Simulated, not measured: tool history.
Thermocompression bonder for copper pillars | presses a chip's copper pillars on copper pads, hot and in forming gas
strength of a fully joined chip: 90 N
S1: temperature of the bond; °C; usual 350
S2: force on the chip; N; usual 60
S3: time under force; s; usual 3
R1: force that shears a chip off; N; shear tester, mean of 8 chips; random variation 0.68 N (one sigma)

run	hour	S1	S2	S3	R1
1	0.0	350	60	3	45.2
2	12.7	343	60	3	40.6
3	22.5	343	60	3	40.4
4	46.5	343	60	3	42.3
5	70.4	343	60	3	39.6
6	93.2	343	60	3	41.1
7	117.6	350	60	3	44.1
8	131.1	350	60	3	43.7
9	143.0	350	45	3	33.5

Forecast run 10:
10	161.8	350	81	2	?

{"run 10": {"R1": 49.5}}
Without the tool's hidden state the same run would have given R1 54.1 N.
